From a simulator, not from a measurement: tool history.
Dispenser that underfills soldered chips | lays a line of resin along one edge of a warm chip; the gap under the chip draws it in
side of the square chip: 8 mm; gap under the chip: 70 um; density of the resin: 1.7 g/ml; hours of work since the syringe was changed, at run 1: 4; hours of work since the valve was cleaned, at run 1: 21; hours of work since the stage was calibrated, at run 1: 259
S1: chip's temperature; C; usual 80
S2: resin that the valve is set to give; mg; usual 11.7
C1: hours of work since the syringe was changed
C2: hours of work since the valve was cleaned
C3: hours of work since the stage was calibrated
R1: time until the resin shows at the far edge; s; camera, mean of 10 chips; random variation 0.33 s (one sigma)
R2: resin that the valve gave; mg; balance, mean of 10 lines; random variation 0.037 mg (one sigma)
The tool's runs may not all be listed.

run 1 hour=0.0 | S1=80 S2=11.7 | C1=4 C2=21 C3=259 | R1=18.9 R2=11.56
-- hour=2.8 new syringe of resin
-- hour=12.2 new syringe of resin
run 2 hour=18.0 | S1=72 S2=11.7 | C1=4 C2=33 C3=271 | R1=25.3 R2=11.45
-- hour=21.5 new syringe of resin
-- hour=30.2 new syringe of resin
run 3 hour=31.3 | S1=72 S2=11.7 | C1=1 C2=41 C3=280 | R1=19.3 R2=11.40
-- hour=35.8 dispensing valve cleaned and set on the balance
-- hour=40.5 new syringe of resin
run 4 hour=41.8 | S1=72 S2=11.7 | C1=1 C2=4 C3=286 | R1=20.0 R2=11.63
-- hour=48.9 new syringe of resin
run 5 hour=55.5 | S1=80 S2=12.7 | C1=4 C2=13 C3=295 | R1=20.8 R2=12.59
-- hour=57.8 new syringe of resin
-- hour=66.2 new syringe of resin
run 6 hour=69.3 | S1=80 S2=12.7 | C1=2 C2=22 C3=304 | R1=15.9 R2=12.49
-- hour=74.8 new syringe of resin
run 7 hour=76.9 | S1=80 S2=12.7 | C1=1 C2=27 C3=308 | R1=15.6 R2=12.53
-- hour=83.5 new syringe of resin
run 8 hour=84.5 | S1=80 S2=12.7 | C1=1 C2=31 C3=313 | R1=14.9 R2=12.33
-- hour=93.0 new syringe of resin
run 9 hour=93.6 | S1=80 S2=12.7 | C1=0 C2=37 C3=319 | R1=14.2 R2=12.39
-- hour=102.2 new syringe of resin
-- hour=104.6 dispensing valve cleaned and set on the balance
run 10 hour=110.4 | S1=85 S2=12.7 | C1=5 C2=4 C3=330 | R1=17.1 R2=12.65
-- hour=112.3 new syringe of resin
-- hour=121.7 new syringe of resin
run 11 hour=126.8 | S1=92 S2=11.7 | C1=3 C2=15 C3=340 | R1=12.9 R2=11.59
-- hour=130.1 new syringe of resin
-- hour=138.4 new syringe of resin
run 12 hour=140.0 | S1=70 S2=10.9 | C1=1 C2=23 C3=349 | R1=21.2 R2=10.75
-- hour=147.1 new syringe of resin
run 13 hour=150.7 | S1=80 S2=11.3 | C1=2 C2=30 C3=356 | R1=17.6 R2=11.02
-- hour=156.1 new syringe of resin
run 14 hour=163.0 | S1=80 S2=11.3 | C1=5 C2=38 C3=364 | R1=21.3 R2=11.07
-- hour=165.6 new syringe of resin
-- hour=172.9 dispensing valve cleaned and set on the balance
-- hour=175.5 new syringe of resin
run 15 hour=178.8 | S1=88 S2=14.3 | C1=2 C2=4 C3=373 | R1=12.6 R2=14.28
-- hour=184.8 new syringe of resin
-- hour=193.8 new syringe of resin
run 16 hour=197.2 | S1=88 S2=14.3 | C1=2 C2=16 C3=385 | R1=13.2 R2=14.16
-- hour=202.6 new syringe of resin
run 17 hour=209.2 | S1=73 S2=15.2 | C1=4 C2=24 C3=393 | R1=25.4 R2=14.90
-- hour=211.1 new syringe of resin
-- hour=220.3 new syringe of resin
run 18 hour=226.7 | S1=71 S2=13.2 | C1=4 C2=35 C3=404 | R1=27.6 R2=12.91
-- hour=229.6 new syringe of resin
-- hour=238.6 new syringe of resin
-- hour=241.6 dispensing valve cleaned and set on the balance
run 19 hour=243.5 | S1=84 S2=14.5 | C1=3 C2=1 C3=414 | R1=15.7 R2=14.50

Hidden state or all else? Some run-to-run changes of R1, split into what the settings, what came in and random variation would give without the hidden state, and what is left for the hidden state (with any gauge scatter that isn't in both results):
The hidden state here: resin's viscosity, % of fresh resin's; dose that the valve gives, % of what is set; true chip temperature over the reading, C; drift of the gauge itself on fill_s, %; drift of the gauge itself on given_mg, %.
Run 16 -> 17: S1 88 -> 73, S2 14.3 -> 15.2, new syringe of resin. R1 +12.2 s: hidden state +6.7, all else +5.5.
